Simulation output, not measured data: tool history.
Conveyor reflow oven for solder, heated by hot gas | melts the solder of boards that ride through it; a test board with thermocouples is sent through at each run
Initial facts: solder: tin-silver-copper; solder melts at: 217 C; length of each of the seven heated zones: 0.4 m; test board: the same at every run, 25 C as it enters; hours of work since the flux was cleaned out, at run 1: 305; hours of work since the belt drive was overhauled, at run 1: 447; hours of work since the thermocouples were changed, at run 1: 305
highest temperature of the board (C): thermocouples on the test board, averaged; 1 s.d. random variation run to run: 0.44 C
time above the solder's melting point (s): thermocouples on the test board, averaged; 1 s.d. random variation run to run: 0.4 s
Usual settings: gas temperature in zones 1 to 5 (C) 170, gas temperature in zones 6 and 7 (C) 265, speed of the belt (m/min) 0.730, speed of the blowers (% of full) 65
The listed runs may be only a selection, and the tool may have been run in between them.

run   hour  gas temperature in zones 1 to 5 (C)  gas temperature in zones 6 and 7 (C)  speed of the belt (m/min)  speed of the blowers (% of full)  hours of work since the flux was cleaned out  hours of work since the belt drive was overhauled  hours of work since the thermocouples were changed  highest temperature of the board (C)  time above the solder's melting point (s)
  1    0.0                                  170                                   265                      0.730                                65                                           305                                                447                                                 305                                 246.1                                       42.3
  2   14.9                                  170                                   265                      0.674                                65                                           316                                                458                                                 316                                 248.6                                       49.2
  3   37.6                                  170                                   265                      0.674                                65                                           333                                                475                                                 333                                 248.4                                       49.3
  4   61.3                                  170                                   265                      0.847                                65                                           351                                                493                                                 351                                 240.5                                       32.0
      89.5  -- flux residue cleaned out of gas plates and filters
  5   90.0                                  170                                   265                      0.847                                65                                             0                                                511                                                 369                                 240.6                                       31.2
  6  111.4                                  170                                   265                      0.847                                65                                            16                                                526                                                 385                                 241.0                                       32.0
  7  125.0                                  170                                   265                      0.847                                65                                            26                                                537                                                 395                                 240.8                                       32.0
  8  141.9                                  170                                   265                      0.847                                65                                            39                                                549                                                 407                                 240.4                                       32.9
  9  163.9                                  170                                   265                      0.847                                65                                            55                                                566                                                 424                                 240.7                                       31.9
 10  182.8                                  170                                   265                      0.847                                65                                            69                                                580                                                 438                                 240.9                                       32.0
 11  204.1                                  181                                   265                      0.730                                65                                            85                                                595                                                 454                                 248.3                                       48.2
 12  222.7                                  170                                   265                      0.730                                65                                            99                                                609                                                 467                                 246.3                                       44.3
 13  251.6                                  170                                   276                      0.730                                65                                           121                                                631                                                 489                                 255.2                                       49.5
 14  275.9                                  170                                   265                      0.653                                65                                           139                                                649                                                 507                                 249.8                                       51.9
 15  288.6                                  170                                   265                      0.653                                65                                           148                                                658                                                 516                                 249.0                                       52.9
 16  318.4                                  170                                   260                      0.730                                65                                           170                                                681                                                 539                                 241.9                                       40.0
 17  340.8                                  170                                   265                      0.622                                56                                           187                                                697                                                 555                                 247.9                                       53.3
     362.5  -- thermocouples of zones 6 and 7 changed
 18  366.5                                  170                                   265                      0.622                                56                                           205                                                715                                                   3                                 248.8                                       53.8
 19  392.4                                  169                                   265                      0.627                                65                                           224                                                734                                                  22                                 251.4                                       55.3
 20  412.4                                  183                                   270                      0.840                                84                                           239                                                749                                                  37                                 254.2                                       45.6
 21  430.6                                  180                                   270                      0.840                                84                                           252                                                763                                                  51                                 252.4                                       44.5
 22  458.1                                  165                                   270                      0.840                                84                                           273                                                783                                                  71                                 250.3                                       38.7
 23  477.0                                  170                                   270                      0.632                                65                                           287                                                797                                                  85                                 255.5                                       58.1
 24  496.4                                  156                                   270                      0.632                                86                                           301                                                812                                                 100                                 258.9                                       57.2
 25  512.5                                  165                                   274                      0.677                                59                                           313                                                823                                                 112                                 253.8                                       51.3
 26  541.3                                  170                                   265                      0.730                                66                                           335                                                845                                                 133                                 246.5                                       43.5
 27  569.0                                  170                                   258                      0.805                                65                                           355                                                866                                                 154                                 236.2                                       31.2
 28  583.4                                  163                                   275                      0.730                                61                                           366                                                876                                                 164                                 250.8                                       44.5
     590.5  -- flux residue cleaned out of gas plates and filters
 29  611.5                                  163                                   275                      0.730                                61                                            16                                                893                                                 182                                 251.5                                       44.6
 30  638.3                                  170                                   255                      0.730                                60                                            36                                                913                                                 202                                 236.2                                       34.2
 31  658.8                                  157                                   277                      0.746                                62                                            51                                                929                                                 217                                 251.2                                       42.3

Describe how what the log doesn't record of the tool's condition differs between the last listed run preceding each entry between runs and the first listed run following it.
Run 4 -> run 5: flux residue cleaned out of gas plates and filters (hour 89.5)
  heat that the gas passes to the board, % of a clean oven's: 99.5 -> 100
Run 17 -> run 18: thermocouples of zones 6 and 7 changed (hour 362.5)
  heat that the gas passes to the board, % of a clean oven's: 99.8 -> 99.7; true gas temperature in zones 6 and 7 over the reading, C: -0.12 -> -0.02
Run 28 -> run 29: flux residue cleaned out of gas plates and filters (hour 590.5)
  heat that the gas passes to the board, % of a clean oven's: 99.6 -> 100
